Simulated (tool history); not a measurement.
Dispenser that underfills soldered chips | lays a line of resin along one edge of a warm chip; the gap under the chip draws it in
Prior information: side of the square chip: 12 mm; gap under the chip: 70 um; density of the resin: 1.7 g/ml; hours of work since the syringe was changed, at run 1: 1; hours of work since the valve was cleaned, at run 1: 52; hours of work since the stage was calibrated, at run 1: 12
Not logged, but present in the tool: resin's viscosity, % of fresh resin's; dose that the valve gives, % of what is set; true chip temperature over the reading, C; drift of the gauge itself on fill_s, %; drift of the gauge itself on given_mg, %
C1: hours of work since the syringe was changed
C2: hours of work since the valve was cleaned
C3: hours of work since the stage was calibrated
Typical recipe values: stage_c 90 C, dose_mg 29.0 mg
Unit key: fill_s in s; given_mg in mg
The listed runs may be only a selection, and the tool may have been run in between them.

Run 1, day 0.000: usual settings; C1 1; C2 52; C3 12. Result: fill_s 53.0 s, given_mg 28.10 mg.
Run 2, day 0.258: usual settings; C1 5; C2 56; C3 16. Result: fill_s 74.0 s, given_mg 27.85 mg.
At day 0.304: new syringe of resin.
At day 0.658: new syringe of resin.
Run 3, day 0.792: usual settings; C1 2; C2 63; C3 24. Result: fill_s 58.5 s, given_mg 27.87 mg.
At day 1.029: new syringe of resin.
Run 4, day 1.338: usual settings but stage_c 96 C; C1 5; C2 71; C3 32. Result: fill_s 53.6 s, given_mg 27.71 mg.
At day 1.417: new syringe of resin.
Run 5, day 1.746: usual settings; C1 5; C2 78; C3 38. Result: fill_s 72.6 s, given_mg 27.80 mg.
At day 1.779: new syringe of resin.
At day 2.133: new syringe of resin.
Run 6, day 2.308: usual settings; C1 3; C2 86; C3 46. Result: fill_s 60.4 s, given_mg 27.68 mg.
At day 2.500: new syringe of resin.
Run 7, day 2.675: usual settings but stage_c 100 C; C1 3; C2 91; C3 51. Result: fill_s 38.7 s, given_mg 27.63 mg.
At day 2.883: new syringe of resin.
Run 8, day 3.217: usual settings but stage_c 92 C; C1 5; C2 99; C3 59. Result: fill_s 67.8 s, given_mg 27.35 mg.
At day 3.271: new syringe of resin.
Run 9, day 3.575: usual settings but stage_c 92 C; C1 5; C2 104; C3 65. Result: fill_s 65.5 s, given_mg 27.42 mg.
At day 3.654: new syringe of resin.
At day 4.008: new syringe of resin.
Run 10, day 4.138: usual settings but dose_mg 27.8 mg; C1 2; C2 113; C3 73. Result: fill_s 57.1 s, given_mg 26.12 mg.
At day 4.371: new syringe of resin.
Run 11, day 4.588: usual settings but dose_mg 27.8 mg; C1 3; C2 119; C3 79. Result: fill_s 65.5 s, given_mg 26.31 mg.
At day 4.754: new syringe of resin.
At day 5.117: new syringe of resin.
Run 12, day 5.150: usual settings but dose_mg 27.8 mg; C1 1; C2 127; C3 88. Result: fill_s 50.6 s, given_mg 25.94 mg.
At day 5.479: new syringe of resin.
Run 13, day 5.479: usual settings; C1 0; C2 132; C3 92. Result: fill_s 48.8 s, given_mg 26.86 mg.
At day 5.750: dispensing valve cleaned and set on the balance.
At day 5.883: new syringe of resin.
Run 14, day 5.946: usual settings; C1 1; C2 3; C3 99. Result: fill_s 51.5 s, given_mg 29.06 mg.
At day 6.250: new syringe of resin.
Run 15, day 6.488: usual settings; C1 4; C2 11; C3 107. Result: fill_s 63.7 s, given_mg 29.08 mg.
At day 6.633: new syringe of resin.
At day 6.992: new syringe of resin.
Run 16, day 6.992: usual settings; C1 0; C2 18; C3 114. Result: fill_s 48.5 s, given_mg 29.01 mg.
At day 7.379: new syringe of resin.
Run 17, day 7.542: usual settings; C1 2; C2 26; C3 122. Result: fill_s 58.7 s, given_mg 28.81 mg.
At day 7.738: new syringe of resin.
Run 18, day 7.854: usual settings; C1 2; C2 31; C3 127. Result: fill_s 55.1 s, given_mg 28.49 mg.
At day 8.100: new syringe of resin.
Run 19, day 8.246: usual settings but dose_mg 25.6 mg; C1 2; C2 37; C3 132. Result: fill_s 58.7 s, given_mg 24.98 mg.
At day 8.475: new syringe of resin.
Run 20, day 8.554: usual settings but stage_c 93 C; C1 1; C2 41; C3 137. Result: fill_s 45.9 s, given_mg 28.27 mg.
At day 8.842: new syringe of resin.
Run 21, day 9.029: usual settings but dose_mg 24.9 mg; C1 3; C2 48; C3 144. Result: fill_s 62.1 s, given_mg 24.23 mg.
At day 9.242: new syringe of resin.
Run 22, day 9.375: usual settings but stage_c 100 C, dose_mg 25.3 mg; C1 2; C2 53; C3 149. Result: fill_s 34.7 s, given_mg 24.71 mg.
At day 9.612: new syringe of resin.
Run 23, day 9.867: usual settings but stage_c 100 C, dose_mg 25.3 mg; C1 4; C2 61; C3 156. Result: fill_s 40.7 s, given_mg 24.60 mg.
At day 9.996: new syringe of resin.
Run 24, day 10.238: usual settings but stage_c 100 C, dose_mg 36.3 mg; C1 4; C2 66; C3 162. Result: fill_s 40.2 s, given_mg 34.93 mg.
At day 10.358: new syringe of resin.
Run 25, day 10.646: usual settings but stage_c 89 C, dose_mg 27.5 mg; C1 4; C2 72; C3 168. Result: fill_s 71.3 s, given_mg 26.44 mg.
At day 10.729: new syringe of resin.
At day 11.108: new syringe of resin.
Run 26, day 11.192: usual settings but stage_c 89 C, dose_mg 27.5 mg; C1 1; C2 80; C3 176. Result: fill_s 57.3 s, given_mg 26.47 mg.
At day 11.483: new syringe of resin.
Run 27, day 11.675: usual settings but stage_c 89 C, dose_mg 27.5 mg; C1 3; C2 87; C3 183. Result: fill_s 62.9 s, given_mg 26.36 mg.
At day 11.850: new syringe of resin.
Run 28, day 12.129: usual settings but stage_c 89 C, dose_mg 27.5 mg; C1 4; C2 94; C3 190. Result: fill_s 71.4 s, given_mg 26.22 mg.
At day 12.204: new syringe of resin.
At day 12.588: new syringe of resin.
Run 29, day 12.588: usual settings but stage_c 98 C, dose_mg 25.4 mg; C1 0; C2 100; C3 196. Result: fill_s 32.3 s, given_mg 24.20 mg.
Run 30, day 12.862: usual settings but dose_mg 33.9 mg; C1 4; C2 105; C3 200. Result: fill_s 64.9 s, given_mg 32.07 mg.
At day 12.979: new syringe of resin.
At day 13.350: new syringe of resin.
Run 31, day 13.412: usual settings but stage_c 79 C, dose_mg 32.4 mg; C1 1; C2 112; C3 208. Result: fill_s 89.0 s, given_mg 30.64 mg.
At day 13.708: new syringe of resin.
Run 32, day 13.921: usual settings but stage_c 103 C, dose_mg 37.6 mg; C1 3; C2 120; C3 216. Result: fill_s 33.4 s, given_mg 35.38 mg.
At day 14.083: new syringe of resin.
Run 33, day 14.262: usual settings but stage_c 77 C, dose_mg 26.8 mg; C1 3; C2 125; C3 221. Result: fill_s 118.3 s, given_mg 25.12 mg.
At day 14.442: new syringe of resin.
Run 34, day 14.775: usual settings but stage_c 92 C, dose_mg 30.7 mg; C1 5; C2 133; C3 228. Result: fill_s 64.7 s, given_mg 28.49 mg.
At day 14.825: new syringe of resin.
At day 15.025: dispensing valve cleaned and set on the balance.
Run 35, day 15.067: usual settings but stage_c 102 C, dose_mg 36.7 mg; C1 3; C2 1; C3 232. Result: fill_s 35.3 s, given_mg 36.73 mg.

Across each entry between runs, compare the hidden state at the last listed run before it with the hidden state at the first listed run after it:
From run 2 to run 3: new syringe of resin (day 0.304); new syringe of resin (day 0.658)
  resin's viscosity, % of fresh resin's: 148.5 -> 116.5; dose that the valve gives, % of what is set: 97.08 -> 96.65; true chip temperature over the reading, C: -0.03 -> -0.01
  measured value less the no-hidden-state value, fill_s: +24.5 -> +8.4 s; given_mg: -0.84 -> -0.96 mg
From run 3 to run 4: new syringe of resin (day 1.029)
  resin's viscosity, % of fresh resin's: 116.5 -> 144.7; dose that the valve gives, % of what is set: 96.65 -> 96.23; true chip temperature over the reading, C: -0.01 -> 0.01
  measured value less the no-hidden-state value, fill_s: +8.4 -> +16.6 s; given_mg: -0.96 -> -1.09 mg
From run 4 to run 5: new syringe of resin (day 1.417)
  resin's viscosity, % of fresh resin's: 144.7 -> 147.1; dose that the valve gives, % of what is set: 96.23 -> 95.88; true chip temperature over the reading, C: 0.01 -> 0.03
  measured value less the no-hidden-state value, fill_s: +16.6 -> +23.4 s; given_mg: -1.09 -> -1.20 mg
From run 5 to run 6: new syringe of resin (day 1.779); new syringe of resin (day 2.133)
  resin's viscosity, % of fresh resin's: 147.1 -> 124.6; dose that the valve gives, % of what is set: 95.88 -> 95.45; true chip temperature over the reading, C: 0.03 -> 0.05
  measured value less the no-hidden-state value, fill_s: +23.4 -> +12.0 s; given_mg: -1.20 -> -1.32 mg
From run 6 to run 7: new syringe of resin (day 2.500)
  resin's viscosity, % of fresh resin's: 124.6 -> 124.4; dose that the valve gives, % of what is set: 95.45 -> 95.17; true chip temperature over the reading, C: 0.05 -> 0.07
  measured value less the no-hidden-state value, fill_s: +12.0 -> +7.7 s; given_mg: -1.32 -> -1.40 mg
From run 7 to run 8: new syringe of resin (day 2.883)
  resin's viscosity, % of fresh resin's: 124.4 -> 152.1; dose that the valve gives, % of what is set: 95.17 -> 94.7; true chip temperature over the reading, C: 0.07 -> 0.09
  measured value less the no-hidden-state value, fill_s: +7.7 -> +23.2 s; given_mg: -1.40 -> -1.53 mg
From run 8 to run 9: new syringe of resin (day 3.271)
  resin's viscosity, % of fresh resin's: 152.1 -> 146.8; dose that the valve gives, % of what is set: 94.7 -> 94.43; true chip temperature over the reading, C: 0.09 -> 0.11
  measured value less the no-hidden-state value, fill_s: +23.2 -> +20.9 s; given_mg: -1.53 -> -1.62 mg
From run 9 to run 10: new syringe of resin (day 3.654); new syringe of resin (day 4.008)
  resin's viscosity, % of fresh resin's: 146.8 -> 115.3; dose that the valve gives, % of what is set: 94.43 -> 94; true chip temperature over the reading, C: 0.11 -> 0.13
  measured value less the no-hidden-state value, fill_s: +20.9 -> +7.7 s; given_mg: -1.62 -> -1.66 mg
From run 10 to run 11: new syringe of resin (day 4.371)
  resin's viscosity, % of fresh resin's: 115.3 -> 131.7; dose that the valve gives, % of what is set: 94 -> 93.64; true chip temperature over the reading, C: 0.13 -> 0.15
  measured value less the no-hidden-state value, fill_s: +7.7 -> +15.7 s; given_mg: -1.66 -> -1.79 mg
From run 11 to run 12: new syringe of resin (day 4.754); new syringe of resin (day 5.117)
  resin's viscosity, % of fresh resin's: 131.7 -> 103.4; dose that the valve gives, % of what is set: 93.64 -> 93.18; true chip temperature over the reading, C: 0.15 -> 0.17
  measured value less the no-hidden-state value, fill_s: +15.7 -> +1.6 s; given_mg: -1.79 -> -1.90 mg
From run 12 to run 13: new syringe of resin (day 5.479)
  resin's viscosity, % of fresh resin's: 103.4 -> 99.9; dose that the valve gives, % of what is set: 93.18 -> 92.92; true chip temperature over the reading, C: 0.17 -> 0.19
  measured value less the no-hidden-state value, fill_s: +1.6 -> -0.1 s; given_mg: -1.90 -> -2.05 mg
From run 13 to run 14: dispensing valve cleaned and set on the balance (day 5.750); new syringe of resin (day 5.883)
  resin's viscosity, % of fresh resin's: 99.9 -> 107.5; dose that the valve gives, % of what is set: 92.92 -> 100.27; true chip temperature over the reading, C: 0.19 -> 0.2
  measured value less the no-hidden-state value, fill_s: -0.1 -> +3.1 s; given_mg: -2.05 -> +0.08 mg
From run 14 to run 15: new syringe of resin (day 6.250)
  resin's viscosity, % of fresh resin's: 107.5 -> 130.8; dose that the valve gives, % of what is set: 100.27 -> 99.82; true chip temperature over the reading, C: 0.2 -> 0.23
  measured value less the no-hidden-state value, fill_s: +3.1 -> +14.5 s; given_mg: +0.08 -> -0.05 mg
From run 15 to run 16: new syringe of resin (day 6.633); new syringe of resin (day 6.992)
  resin's viscosity, % of fresh resin's: 130.8 -> 100.8; dose that the valve gives, % of what is set: 99.82 -> 99.41; true chip temperature over the reading, C: 0.23 -> 0.25
  measured value less the no-hidden-state value, fill_s: +14.5 -> -0.2 s; given_mg: -0.05 -> -0.17 mg
From run 16 to run 17: new syringe of resin (day 7.379)
  resin's viscosity, % of fresh resin's: 100.8 -> 120.4; dose that the valve gives, % of what is set: 99.41 -> 99; true chip temperature over the reading, C: 0.25 -> 0.27
  measured value less the no-hidden-state value, fill_s: -0.2 -> +9.3 s; given_mg: -0.17 -> -0.30 mg
From run 17 to run 18: new syringe of resin (day 7.738)
  resin's viscosity, % of fresh resin's: 120.4 -> 113.8; dose that the valve gives, % of what is set: 99 -> 98.75; true chip temperature over the reading, C: 0.27 -> 0.29
  measured value less the no-hidden-state value, fill_s: +9.3 -> +6.0 s; given_mg: -0.30 -> -0.36 mg
From run 18 to run 19: new syringe of resin (day 8.100)
  resin's viscosity, % of fresh resin's: 113.8 -> 117.4; dose that the valve gives, % of what is set: 98.75 -> 98.41; true chip temperature over the reading, C: 0.29 -> 0.3
  measured value less the no-hidden-state value, fill_s: +6.0 -> +8.1 s; given_mg: -0.36 -> -0.40 mg
From run 19 to run 20: new syringe of resin (day 8.475)
  resin's viscosity, % of fresh resin's: 117.4 -> 108.7; dose that the valve gives, % of what is set: 98.41 -> 98.16; true chip temperature over the reading, C: 0.3 -> 0.32
  measured value less the no-hidden-state value, fill_s: +8.1 -> +3.1 s; given_mg: -0.40 -> -0.53 mg
From run 20 to run 21: new syringe of resin (day 8.842)
  resin's viscosity, % of fresh resin's: 108.7 -> 126.5; dose that the valve gives, % of what is set: 98.16 -> 97.8; true chip temperature over the reading, C: 0.32 -> 0.34
  measured value less the no-hidden-state value, fill_s: +3.1 -> +12.3 s; given_mg: -0.53 -> -0.55 mg
From run 21 to run 22: new syringe of resin (day 9.242)
  resin's viscosity, % of fresh resin's: 126.5 -> 117.3; dose that the valve gives, % of what is set: 97.8 -> 97.54; true chip temperature over the reading, C: 0.34 -> 0.35
  measured value less the no-hidden-state value, fill_s: +12.3 -> +4.8 s; given_mg: -0.55 -> -0.63 mg
From run 22 to run 23: new syringe of resin (day 9.612)
  resin's viscosity, % of fresh resin's: 117.3 -> 134.7; dose that the valve gives, % of what is set: 97.54 -> 97.12; true chip temperature over the reading, C: 0.35 -> 0.37
  measured value less the no-hidden-state value, fill_s: +4.8 -> +10.1 s; given_mg: -0.63 -> -0.73 mg
From run 23 to run 24: new syringe of resin (day 9.996)
  resin's viscosity, % of fresh resin's: 134.7 -> 135.8; dose that the valve gives, % of what is set: 97.12 -> 96.82; true chip temperature over the reading, C: 0.37 -> 0.39
  measured value less the no-hidden-state value, fill_s: +10.1 -> +10.1 s; given_mg: -0.73 -> -1.15 mg
From run 24 to run 25: new syringe of resin (day 10.358)
  resin's viscosity, % of fresh resin's: 135.8 -> 140.2; dose that the valve gives, % of what is set: 96.82 -> 96.49; true chip temperature over the reading, C: 0.39 -> 0.41
  measured value less the no-hidden-state value, fill_s: +10.1 -> +19.6 s; given_mg: -1.15 -> -0.96 mg
From run 25 to run 26: new syringe of resin (day 10.729); new syringe of resin (day 11.108)
  resin's viscosity, % of fresh resin's: 140.2 -> 110.3; dose that the valve gives, % of what is set: 96.49 -> 96.03; true chip temperature over the reading, C: 0.41 -> 0.43
  measured value less the no-hidden-state value, fill_s: +19.6 -> +4.5 s; given_mg: -0.96 -> -1.10 mg
From run 26 to run 27: new syringe of resin (day 11.483)
  resin's viscosity, % of fresh resin's: 110.3 -> 125; dose that the valve gives, % of what is set: 96.03 -> 95.61; true chip temperature over the reading, C: 0.43 -> 0.45
  measured value less the no-hidden-state value, fill_s: +4.5 -> +11.8 s; given_mg: -1.10 -> -1.21 mg
From run 27 to run 28: new syringe of resin (day 11.850)
  resin's viscosity, % of fresh resin's: 125 -> 140.6; dose that the valve gives, % of what is set: 95.61 -> 95.25; true chip temperature over the reading, C: 0.45 -> 0.47
  measured value less the no-hidden-state value, fill_s: +11.8 -> +19.8 s; given_mg: -1.21 -> -1.31 mg
From run 28 to run 29: new syringe of resin (day 12.204); new syringe of resin (day 12.588)
  resin's viscosity, % of fresh resin's: 140.6 -> 99.7; dose that the valve gives, % of what is set: 95.25 -> 94.93; true chip temperature over the reading, C: 0.47 -> 0.49
  measured value less the no-hidden-state value, fill_s: +19.8 -> -0.5 s; given_mg: -1.31 -> -1.29 mg
From run 30 to run 31: new syringe of resin (day 12.979); new syringe of resin (day 13.350)
  resin's viscosity, % of fresh resin's: 138.3 -> 107; dose that the valve gives, % of what is set: 94.67 -> 94.26; true chip temperature over the reading, C: 0.5 -> 0.53
  measured value less the no-hidden-state value, fill_s: +17.0 -> +3.7 s; given_mg: -1.80 -> -1.87 mg
From run 31 to run 32: new syringe of resin (day 13.708)
  resin's viscosity, % of fresh resin's: 107 -> 129.3; dose that the valve gives, % of what is set: 94.26 -> 93.87; true chip temperature over the reading, C: 0.53 -> 0.55
  measured value less the no-hidden-state value, fill_s: +3.7 -> +6.9 s; given_mg: -1.87 -> -2.31 mg
From run 32 to run 33: new syringe of resin (day 14.083)
  resin's viscosity, % of fresh resin's: 129.3 -> 125.8; dose that the valve gives, % of what is set: 93.87 -> 93.55; true chip temperature over the reading, C: 0.55 -> 0.56
  measured value less the no-hidden-state value, fill_s: +6.9 -> +22.4 s; given_mg: -2.31 -> -1.74 mg
From run 33 to run 34: new syringe of resin (day 14.442)
  resin's viscosity, % of fresh resin's: 125.8 -> 148.8; dose that the valve gives, % of what is set: 93.55 -> 93.13; true chip temperature over the reading, C: 0.56 -> 0.59
  measured value less the no-hidden-state value, fill_s: +22.4 -> +20.1 s; given_mg: -1.74 -> -2.10 mg
From run 34 to run 35: new syringe of resin (day 14.825); dispensing valve cleaned and set on the balance (day 15.025)
  resin's viscosity, % of fresh resin's: 148.8 -> 128.5; dose that the valve gives, % of what is set: 93.13 -> 99.63; true chip temperature over the reading, C: 0.59 -> 0.6
  measured value less the no-hidden-state value, fill_s: +20.1 -> +7.1 s; given_mg: -2.10 -> -0.13 mg
